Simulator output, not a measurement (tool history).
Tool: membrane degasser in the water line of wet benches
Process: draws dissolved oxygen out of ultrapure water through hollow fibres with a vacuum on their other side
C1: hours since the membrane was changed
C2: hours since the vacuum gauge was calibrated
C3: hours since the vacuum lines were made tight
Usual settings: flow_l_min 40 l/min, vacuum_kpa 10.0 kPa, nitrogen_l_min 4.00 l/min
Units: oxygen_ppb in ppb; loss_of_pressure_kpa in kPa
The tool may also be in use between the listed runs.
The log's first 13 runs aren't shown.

{"run": 14, "day": 22.454, "flow_l_min": 40, "vacuum_kpa": 10.0, "nitrogen_l_min": 4.0, "C1": 633, "C2": 6115, "C3": 7246, "oxygen_ppb": 362.7, "loss_of_pressure_kpa": 42.59}
{"run": 15, "day": 23.417, "flow_l_min": 55, "vacuum_kpa": 10.0, "nitrogen_l_min": 4.0, "C1": 656, "C2": 6138, "C3": 7269, "oxygen_ppb": 549.4, "loss_of_pressure_kpa": 58.17}
{"run": 16, "day": 24.45, "flow_l_min": 55, "vacuum_kpa": 10.0, "nitrogen_l_min": 4.0, "C1": 680, "C2": 6163, "C3": 7294, "oxygen_ppb": 548.3, "loss_of_pressure_kpa": 58.13}
{"run": 17, "day": 25.812, "flow_l_min": 54, "vacuum_kpa": 10.0, "nitrogen_l_min": 5.95, "C1": 713, "C2": 6195, "C3": 7327, "oxygen_ppb": 474.0, "loss_of_pressure_kpa": 57.29}
{"run": 18, "day": 28.192, "flow_l_min": 54, "vacuum_kpa": 10.0, "nitrogen_l_min": 5.95, "C1": 770, "C2": 6252, "C3": 7384, "oxygen_ppb": 478.8, "loss_of_pressure_kpa": 57.13}
{"run": 19, "day": 29.854, "flow_l_min": 27, "vacuum_kpa": 12.4, "nitrogen_l_min": 4.0, "C1": 810, "C2": 6292, "C3": 7424, "oxygen_ppb": 246.4, "loss_of_pressure_kpa": 28.67}
{"run": 20, "day": 31.125, "flow_l_min": 27, "vacuum_kpa": 12.4, "nitrogen_l_min": 4.0, "C1": 841, "C2": 6323, "C3": 7454, "oxygen_ppb": 245.0, "loss_of_pressure_kpa": 28.42}
{"run": 21, "day": 32.862, "flow_l_min": 59, "vacuum_kpa": 10.0, "nitrogen_l_min": 2.11, "C1": 882, "C2": 6365, "C3": 7496, "oxygen_ppb": 760.8, "loss_of_pressure_kpa": 62.59}
{"run": 22, "day": 35.092, "flow_l_min": 59, "vacuum_kpa": 10.0, "nitrogen_l_min": 2.11, "C1": 936, "C2": 6418, "C3": 7549, "oxygen_ppb": 751.6, "loss_of_pressure_kpa": 62.57}
{"run": 23, "day": 37.321, "flow_l_min": 55, "vacuum_kpa": 10.0, "nitrogen_l_min": 6.72, "C1": 989, "C2": 6472, "C3": 7603, "oxygen_ppb": 479.8, "loss_of_pressure_kpa": 58.61}
{"day": 38.367, "done": "vacuum gauge calibrated"}
{"run": 24, "day": 38.688, "flow_l_min": 55, "vacuum_kpa": 10.0, "nitrogen_l_min": 6.72, "C1": 1022, "C2": 8, "C3": 7635, "oxygen_ppb": 470.5, "loss_of_pressure_kpa": 58.62}
{"run": 25, "day": 40.896, "flow_l_min": 40, "vacuum_kpa": 14.0, "nitrogen_l_min": 1.73, "C1": 1075, "C2": 61, "C3": 7688, "oxygen_ppb": 709.4, "loss_of_pressure_kpa": 42.19}
{"run": 26, "day": 42.646, "flow_l_min": 40, "vacuum_kpa": 14.0, "nitrogen_l_min": 1.73, "C1": 1117, "C2": 103, "C3": 7730, "oxygen_ppb": 704.5, "loss_of_pressure_kpa": 42.49}
{"run": 27, "day": 44.671, "flow_l_min": 40, "vacuum_kpa": 12.6, "nitrogen_l_min": 1.79, "C1": 1165, "C2": 151, "C3": 7779, "oxygen_ppb": 640.7, "loss_of_pressure_kpa": 42.41}
{"run": 28, "day": 45.846, "flow_l_min": 40, "vacuum_kpa": 12.6, "nitrogen_l_min": 1.79, "C1": 1193, "C2": 180, "C3": 7807, "oxygen_ppb": 634.7, "loss_of_pressure_kpa": 42.92}
{"run": 29, "day": 47.138, "flow_l_min": 56, "vacuum_kpa": 12.7, "nitrogen_l_min": 4.0, "C1": 1224, "C2": 210, "C3": 7838, "oxygen_ppb": 634.1, "loss_of_pressure_kpa": 59.75}
{"run": 30, "day": 49.175, "flow_l_min": 27, "vacuum_kpa": 9.5, "nitrogen_l_min": 5.45, "C1": 1273, "C2": 259, "C3": 7887, "oxygen_ppb": 176.9, "loss_of_pressure_kpa": 28.53}
{"run": 31, "day": 50.679, "flow_l_min": 27, "vacuum_kpa": 9.5, "nitrogen_l_min": 5.45, "C1": 1309, "C2": 295, "C3": 7923, "oxygen_ppb": 174.2, "loss_of_pressure_kpa": 28.65}
{"run": 32, "day": 51.821, "flow_l_min": 27, "vacuum_kpa": 9.5, "nitrogen_l_min": 5.45, "C1": 1337, "C2": 323, "C3": 7950, "oxygen_ppb": 174.3, "loss_of_pressure_kpa": 28.84}

Forecast each of these 3 alternatives for the next run:
{"run": "A", "day": 53.029, "flow_l_min": 32, "vacuum_kpa": 9.0, "nitrogen_l_min": 6.52, "C1": 1366, "C2": 352, "C3": 7979, "oxygen_ppb": "?", "loss_of_pressure_kpa": "?"}
{"run": "B", "day": 53.029, "flow_l_min": 30, "vacuum_kpa": 10.0, "nitrogen_l_min": 4.0, "C1": 1366, "C2": 352, "C3": 7979, "oxygen_ppb": "?", "loss_of_pressure_kpa": "?"}
{"run": "C", "day": 53.029, "flow_l_min": 27, "vacuum_kpa": 9.5, "nitrogen_l_min": 2.63, "C1": 1366, "C2": 352, "C3": 7979, "oxygen_ppb": "?", "loss_of_pressure_kpa": "?"}

run=A oxygen_ppb=210.1 loss_of_pressure_kpa=34.10
run=B oxygen_ppb=241.2 loss_of_pressure_kpa=31.67
run=C oxygen_ppb=249.0 loss_of_pressure_kpa=28.74
Without the tool's hidden state the same runs would have given:
run=A oxygen_ppb=205.2 loss_of_pressure_kpa=33.83
run=B oxygen_ppb=236.5 loss_of_pressure_kpa=31.41
run=C oxygen_ppb=244.9 loss_of_pressure_kpa=28.51
